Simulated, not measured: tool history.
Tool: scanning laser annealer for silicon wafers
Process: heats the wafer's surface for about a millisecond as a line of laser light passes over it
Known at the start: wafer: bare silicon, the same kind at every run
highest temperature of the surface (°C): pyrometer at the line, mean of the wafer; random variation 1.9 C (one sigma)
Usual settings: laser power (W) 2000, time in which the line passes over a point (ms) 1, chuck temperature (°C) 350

run   hour  laser power (W)  time in which the line passes over a point (ms)  chuck temperature (°C)  highest temperature of the surface (°C)
  1      0             2000                                                1                     350                                     1061
       4.1  -- window over the wafer cleaned
      28.8  -- optics aligned, line set to its width
  2   44.9             2000                                             0.91                     350                                     1050
  3   87.8             2000                                             0.91                     350                                     1050
  4  122.9             2000                                             0.91                     350                                     1050
  5  158.9             2000                                             0.91                     350                                     1048
  6  198.8             2000                                             0.91                     350                                     1048
  7  217.9             2000                                             0.91                     350                                     1049
  8  260.6             2000                                             0.91                     350                                     1047
  9  304.9             2000                                             0.91                     350                                     1050
 10    334             2000                                              0.9                     350                                     1045
 11  367.8             1967                                                1                     350                                     1073
 12  405.8             1967                                                1                     350                                     1069
 13    450             2000                                                1                     350                                     1084
 14  483.6             2000                                                1                     350                                     1080
 15  510.5             2159                                             0.76                     389                                     1083
 16  537.4             2143                                             1.11                     387                                     1234
 17  565.1             1883                                             1.13                     375                                     1104
 18  591.7             1878                                             1.08                     377                                     1080
 19  610.2             1878                                             1.08                     377                                     1083
 20  645.2             1878                                             1.08                     377                                     1080
 21    669             2000                                             0.73                     347                                      960
 22  694.1             2000                                             0.73                     347                                      962
 23  715.5             2083                                             1.15                     374                                     1206
 24  742.5             1948                                             0.97                     342                                     1035
 25  765.4             2000                                                1                     387                                     1118

5 ways to go on from here, each from the tool as it stands after run 25. What would each give?
  A  804.2             1769                                                1                     350                                        ?
  B  804.2             2081                                             0.71                     387                                        ?
  C  804.2             2121                                             0.82                     352                                        ?
  D  804.2             2067                                             0.76                     354                                        ?
  E  804.2             2000                                                1                     349                                        ?

run  highest temperature of the surface (°C)
  A                                      974
  B                                     1024
  C                                     1054
  D                                     1007
  E                                     1080
Without the tool's hidden state the same runs would have given:
run  highest temperature of the surface (°C)
  A                                      982
  B                                     1031
  C                                     1062
  D                                     1015
  E                                     1089

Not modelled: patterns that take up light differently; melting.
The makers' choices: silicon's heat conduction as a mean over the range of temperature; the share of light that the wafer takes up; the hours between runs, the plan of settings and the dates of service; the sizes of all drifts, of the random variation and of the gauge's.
